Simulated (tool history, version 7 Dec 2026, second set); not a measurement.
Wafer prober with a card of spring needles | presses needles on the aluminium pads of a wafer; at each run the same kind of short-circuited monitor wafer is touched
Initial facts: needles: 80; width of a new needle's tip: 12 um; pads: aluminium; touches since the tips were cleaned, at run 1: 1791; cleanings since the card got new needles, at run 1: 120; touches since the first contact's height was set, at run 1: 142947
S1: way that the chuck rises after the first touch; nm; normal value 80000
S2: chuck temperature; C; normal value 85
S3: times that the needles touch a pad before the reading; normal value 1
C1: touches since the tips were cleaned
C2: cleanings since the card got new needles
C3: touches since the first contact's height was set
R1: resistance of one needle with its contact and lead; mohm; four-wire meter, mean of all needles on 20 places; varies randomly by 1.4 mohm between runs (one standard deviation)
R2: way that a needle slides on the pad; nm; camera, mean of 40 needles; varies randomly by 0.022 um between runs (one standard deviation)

run,hour,S1,S2,S3,C1,C2,C3,R1,R2
1,0.0,80000,85,1,1791,120,142947,154,10510
# hour 11.6: tips cleaned on abrasive film
# hour 30.8: tips cleaned on abrasive film
2,38.1,80000,85,1,2706,122,156947,160,10500
# hour 49.7: tips cleaned on abrasive film
# hour 68.9: tips cleaned on abrasive film
# hour 69.2: height of the first contact set anew
# hour 88.4: tips cleaned on abrasive film
# hour 107.6: tips cleaned on abrasive film
# hour 125.8: tips cleaned on abrasive film
3,125.8,80000,85,1,0,127,20790,132,10600
# hour 145.0: tips cleaned on abrasive film
# hour 164.2: tips cleaned on abrasive film
# hour 183.3: tips cleaned on abrasive film
# hour 198.7: tips cleaned on abrasive film
4,208.6,80000,85,1,3669,131,51245,161,10630
# hour 216.4: tips cleaned on abrasive film
# hour 235.6: tips cleaned on abrasive film
# hour 254.7: tips cleaned on abrasive film
5,258.6,80000,85,1,1422,134,69563,150,10580
# hour 270.2: tips cleaned on abrasive film
# hour 285.6: tips cleaned on abrasive film
# hour 304.8: tips cleaned on abrasive film
6,314.5,80000,85,1,3585,137,90119,159,10540
# hour 322.3: tips cleaned on abrasive film
# hour 337.7: tips cleaned on abrasive film
# hour 356.8: tips cleaned on abrasive film
7,359.0,80000,85,1,819,140,106430,145,10560
# hour 374.4: tips cleaned on abrasive film
# hour 393.6: tips cleaned on abrasive film
# hour 409.0: tips cleaned on abrasive film
# hour 428.2: tips cleaned on abrasive film
8,431.9,80000,85,1,1364,144,133202,150,10490
# hour 447.3: tips cleaned on abrasive film
# hour 466.3: tips cleaned on abrasive film
# hour 485.6: tips cleaned on abrasive film
# hour 501.0: tips cleaned on abrasive film
9,507.6,80000,85,1,2467,148,161031,154,10510
# hour 519.2: tips cleaned on abrasive film
# hour 527.1: height of the first contact set anew
# hour 538.7: tips cleaned on abrasive film
10,549.4,80000,85,1,3939,150,8173,161,10650
# hour 557.1: tips cleaned on abrasive film
# hour 576.3: tips cleaned on abrasive film
# hour 595.5: tips cleaned on abrasive film
11,602.1,99000,85,1,2430,153,27542,144,13140
# hour 613.7: tips cleaned on abrasive film
# hour 632.9: tips cleaned on abrasive film
# hour 652.1: tips cleaned on abrasive film
12,655.7,99000,85,1,1318,156,47210,143,13190
# hour 671.1: tips cleaned on abrasive film
# hour 690.2: tips cleaned on abrasive film
# hour 709.4: tips cleaned on abrasive film
# hour 728.6: tips cleaned on abrasive film
13,729.7,99000,85,1,407,160,74381,133,13110
# hour 745.1: tips cleaned on abrasive film
# hour 764.3: tips cleaned on abrasive film
14,769.9,99000,85,1,2094,162,89181,144,13100
# hour 781.5: tips cleaned on abrasive film
# hour 800.6: tips cleaned on abrasive film
15,812.4,63000,85,1,4368,164,104799,185,8300
# hour 816.4: tips cleaned on abrasive film
# hour 831.7: tips cleaned on abrasive film
# hour 851.0: tips cleaned on abrasive film
# hour 869.1: tips cleaned on abrasive film
16,869.1,80000,33,2,0,168,125599,119,10530
# hour 888.4: tips cleaned on abrasive film
# hour 907.6: tips cleaned on abrasive film
17,914.8,65000,55,2,2652,170,142367,152,8470
# hour 926.3: tips cleaned on abrasive film
# hour 941.7: tips cleaned on abrasive film
# hour 957.7: tips cleaned on abrasive film
18,957.7,65000,55,2,0,173,158128,127,8520
# hour 976.8: tips cleaned on abrasive film
# hour 984.8: height of the first contact set anew
# hour 996.3: tips cleaned on abrasive film
# hour 1015.5: tips cleaned on abrasive film
19,1024.8,81000,85,2,3454,176,14729,147,10810
# hour 1032.6: tips cleaned on abrasive film
# hour 1051.8: tips cleaned on abrasive film
# hour 1071.0: tips cleaned on abrasive film
# hour 1090.1: tips cleaned on abrasive film
20,1095.2,83000,33,2,1869,180,40565,136,11000
# hour 1106.8: tips cleaned on abrasive film
# hour 1122.2: tips cleaned on abrasive film
# hour 1141.4: tips cleaned on abrasive film
# hour 1160.6: tips cleaned on abrasive film
21,1173.1,80000,26,1,4634,184,69195,157,10590
# hour 1177.1: tips cleaned on abrasive film
# hour 1196.3: tips cleaned on abrasive film
# hour 1215.5: tips cleaned on abrasive film
22,1219.4,65000,85,2,1443,187,86165,143,8570
# hour 1231.0: tips cleaned on abrasive film
# hour 1250.2: tips cleaned on abrasive film
# hour 1269.4: tips cleaned on abrasive film
# hour 1284.8: tips cleaned on abrasive film
23,1289.9,72000,76,1,1899,191,112074,153,9510
# hour 1301.5: tips cleaned on abrasive film
# hour 1316.9: tips cleaned on abrasive film
# hour 1336.1: tips cleaned on abrasive film
# hour 1351.5: tips cleaned on abrasive film
24,1353.6,75000,110,1,771,195,135430,145,9810

Consider 3 possible next runs. They are alternatives, not a sequence: every one starts from the tool as it was left by run 24. What does each give?
# hour 1369.0: tips cleaned on abrasive film
# hour 1384.4: tips cleaned on abrasive film
# hour 1403.6: tips cleaned on abrasive film
# hour 1419.0: tips cleaned on abrasive film
A,1428.5,80000,110,1,3542,199,162965,?,?
# hour 1369.0: tips cleaned on abrasive film
# hour 1384.4: tips cleaned on abrasive film
# hour 1403.6: tips cleaned on abrasive film
# hour 1419.0: tips cleaned on abrasive film
B,1428.5,63000,26,1,3542,199,162965,?,?
# hour 1369.0: tips cleaned on abrasive film
# hour 1384.4: tips cleaned on abrasive film
# hour 1403.6: tips cleaned on abrasive film
# hour 1419.0: tips cleaned on abrasive film
C,1428.5,80000,26,1,3542,199,162965,?,?

run,R1,R2
A,166,10450
B,180,8200
C,157,10500
With the hidden condition removed and each run's random variation left untouched, the same runs would have given:
run,R1,R2
A,130,10610
B,118,8370
C,116,10660
